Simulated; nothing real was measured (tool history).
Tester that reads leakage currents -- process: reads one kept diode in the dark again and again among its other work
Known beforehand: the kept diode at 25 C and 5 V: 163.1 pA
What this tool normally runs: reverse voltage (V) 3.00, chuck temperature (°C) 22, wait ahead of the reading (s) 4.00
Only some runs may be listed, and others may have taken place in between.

run    hour  reverse voltage (V)  chuck temperature (°C)  wait ahead of the reading (s)  current that the tester gives (pA)
  1     0.0                 3.00                      22                           4.00                               86.53
  2    74.2                 3.00                      22                           4.00                               86.11
  3   145.8                 3.00                      22                           4.00                               85.74
  4   235.9                 3.00                      22                           4.00                               85.94
  5   360.4                 3.00                      22                           4.00                               85.63
  6   454.0                 3.00                      22                           4.00                              101.23
  7   564.1                 3.56                      22                           4.00                              110.08
  8   666.3                 3.00                      22                           1.88                              100.02
  9   797.8                 1.18                      22                           4.00                               61.11
 10   941.2                17.66                      22                           4.00                              251.45
 11  1026.4                17.66                      22                           4.00                              251.64
 12  1090.1                 3.00                      22                           5.83                               97.97
 13  1164.4                 3.00                      22                           5.83                               98.45
 14  1237.5                 3.00                      22                           5.83                               98.18
 15  1337.2                 3.00                      22                           5.83                               97.63
 16  1432.1                 3.00                      22                           5.83                               97.48
 17  1569.4                 3.00                      37                           4.00                              297.97
 18  1721.9                 3.00                      37                           4.00                              296.55
 19  1859.9                 3.00                      37                           4.00                              295.44
 20  1991.2                 3.00                      37                           2.11                              292.51
 21  2083.5                 3.00                      37                           2.11                              292.44
 22  2156.5                 3.00                      37                           2.11                              292.35
 23  2251.1                 3.00                      23                           1.10                              102.07
 24  2385.7                 3.00                      57                           3.79                             1123.74
 25  2511.1                 5.85                      55                           1.47                             1392.23
 26  2633.7                 5.85                      55                           4.15                             1386.55
 27  2742.9                 5.85                      55                           4.15                             1380.88
 28  2891.6                 3.03                      49                           6.12                              661.67
 29  2983.3                 3.03                      49                           6.12                              654.69
 30  3053.3                 3.00                      26                           4.00                              124.51
 31  3189.3                11.92                      22                           4.72                              186.29
 32  3274.8                 2.70                      22                           4.72                               85.33
 33  3399.1                 9.16                      39                           4.00                              575.37
 34  3464.6                14.12                      30                           4.00                              375.03
 35  3605.2                19.63                      28                           1.60                              383.51
 36  3721.0                19.63                      28                           1.60                              382.06
 37  3845.7                19.63                      28                           1.60                              379.24

Missing from the log above: 2 entries noted between runs. For each, name the pair of listed runs it sits between and say how the tool's hidden condition differs from the listed run just before to the listed run just after:
Run 5 -> run 6: chuck's temperature calibrated (hour 454.0)
  stray current of the dirty probe card, pA a volt: 0.314 -> 0.322; current scale over the true one, %: 0.72 -> 0.74; true chuck temperature over the reading, C: -2.08 -> -0.01
  the result without the hidden state subtracted from the measured one, current that the tester gives (pA): -13.68 -> +1.60
Run 18 -> run 19: probe card cleaned and baked (hour 1790.5)
  stray current of the dirty probe card, pA a volt: 0.433 -> 0.029; current scale over the true one, %: 0.94 -> 0.96; true chuck temperature over the reading, C: -0.64 -> -0.71
  the result without the hidden state subtracted from the measured one, current that the tester gives (pA): -9.72 -> -12.38

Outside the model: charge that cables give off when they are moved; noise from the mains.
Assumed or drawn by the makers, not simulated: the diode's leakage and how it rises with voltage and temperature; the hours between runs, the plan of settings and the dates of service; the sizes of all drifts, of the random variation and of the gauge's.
